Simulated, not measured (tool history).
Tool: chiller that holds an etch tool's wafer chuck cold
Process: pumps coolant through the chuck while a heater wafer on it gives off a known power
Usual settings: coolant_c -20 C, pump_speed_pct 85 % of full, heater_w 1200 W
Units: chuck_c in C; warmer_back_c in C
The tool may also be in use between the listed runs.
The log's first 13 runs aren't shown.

{"run": 14, "day": 64.067, "coolant_c": -12, "pump_speed_pct": 85, "heater_w": 1200, "chuck_c": -3.3, "warmer_back_c": 4.2}
{"run": 15, "day": 68.575, "coolant_c": -20, "pump_speed_pct": 85, "heater_w": 1200, "chuck_c": -11.5, "warmer_back_c": 4.2}
{"run": 16, "day": 74.433, "coolant_c": -20, "pump_speed_pct": 85, "heater_w": 1200, "chuck_c": -11.5, "warmer_back_c": 4.23}
{"run": 17, "day": 79.304, "coolant_c": -20, "pump_speed_pct": 85, "heater_w": 1402, "chuck_c": -10, "warmer_back_c": 4.91}
{"run": 18, "day": 83.646, "coolant_c": -25, "pump_speed_pct": 84, "heater_w": 1402, "chuck_c": -14.9, "warmer_back_c": 4.97}
{"run": 19, "day": 87.392, "coolant_c": -25, "pump_speed_pct": 84, "heater_w": 1402, "chuck_c": -14.9, "warmer_back_c": 4.88}
{"run": 20, "day": 91.65, "coolant_c": -24, "pump_speed_pct": 84, "heater_w": 1402, "chuck_c": -13.8, "warmer_back_c": 5.03}
{"run": 21, "day": 94.592, "coolant_c": -21, "pump_speed_pct": 69, "heater_w": 1161, "chuck_c": -11.2, "warmer_back_c": 5.04}
{"run": 22, "day": 98.375, "coolant_c": -20, "pump_speed_pct": 62, "heater_w": 727, "chuck_c": -13.1, "warmer_back_c": 3.6}
{"day": 98.904, "done": "chiller's thermometer calibrated"}
{"run": 23, "day": 101.429, "coolant_c": -20, "pump_speed_pct": 62, "heater_w": 727, "chuck_c": -13.4, "warmer_back_c": 3.58}
{"run": 24, "day": 105.875, "coolant_c": -11, "pump_speed_pct": 78, "heater_w": 811, "chuck_c": -4.6, "warmer_back_c": 3.24}
{"run": 25, "day": 111.158, "coolant_c": -11, "pump_speed_pct": 78, "heater_w": 811, "chuck_c": -4.8, "warmer_back_c": 3.25}
{"run": 26, "day": 114.621, "coolant_c": -20, "pump_speed_pct": 69, "heater_w": 1583, "chuck_c": -6.2, "warmer_back_c": 6.85}
{"run": 27, "day": 119.929, "coolant_c": -20, "pump_speed_pct": 87, "heater_w": 1640, "chuck_c": -8.4, "warmer_back_c": 5.74}
{"run": 28, "day": 125.596, "coolant_c": -20, "pump_speed_pct": 87, "heater_w": 1640, "chuck_c": -8.5, "warmer_back_c": 5.78}
{"run": 29, "day": 130.196, "coolant_c": -22, "pump_speed_pct": 99, "heater_w": 813, "chuck_c": -16.9, "warmer_back_c": 2.71}
{"day": 133.904, "done": "gauge calibrated"}
{"run": 30, "day": 136.512, "coolant_c": -19, "pump_speed_pct": 99, "heater_w": 886, "chuck_c": -13.4, "warmer_back_c": 2.68}
{"run": 31, "day": 140.667, "coolant_c": -19, "pump_speed_pct": 99, "heater_w": 886, "chuck_c": -13.3, "warmer_back_c": 2.62}
{"run": 32, "day": 145.708, "coolant_c": -12, "pump_speed_pct": 71, "heater_w": 913, "chuck_c": -4.4, "warmer_back_c": 3.87}

Forecast each of these 3 alternatives for the next run:
{"run": "A", "day": 151.338, "coolant_c": -19, "pump_speed_pct": 65, "heater_w": 1371, "chuck_c": "?", "warmer_back_c": "?"}
{"run": "B", "day": 151.338, "coolant_c": -29, "pump_speed_pct": 67, "heater_w": 1260, "chuck_c": "?", "warmer_back_c": "?"}
{"run": "C", "day": 151.338, "coolant_c": -12, "pump_speed_pct": 95, "heater_w": 849, "chuck_c": "?", "warmer_back_c": "?"}

run=A chuck_c=-6.6 warmer_back_c=6.23
run=B chuck_c=-18 warmer_back_c=5.54
run=C chuck_c=-6.5 warmer_back_c=2.72
Without the tool's hidden state the same runs would have given:
run=A chuck_c=-6.6 warmer_back_c=6.16
run=B chuck_c=-18 warmer_back_c=5.46
run=C chuck_c=-6.5 warmer_back_c=2.65
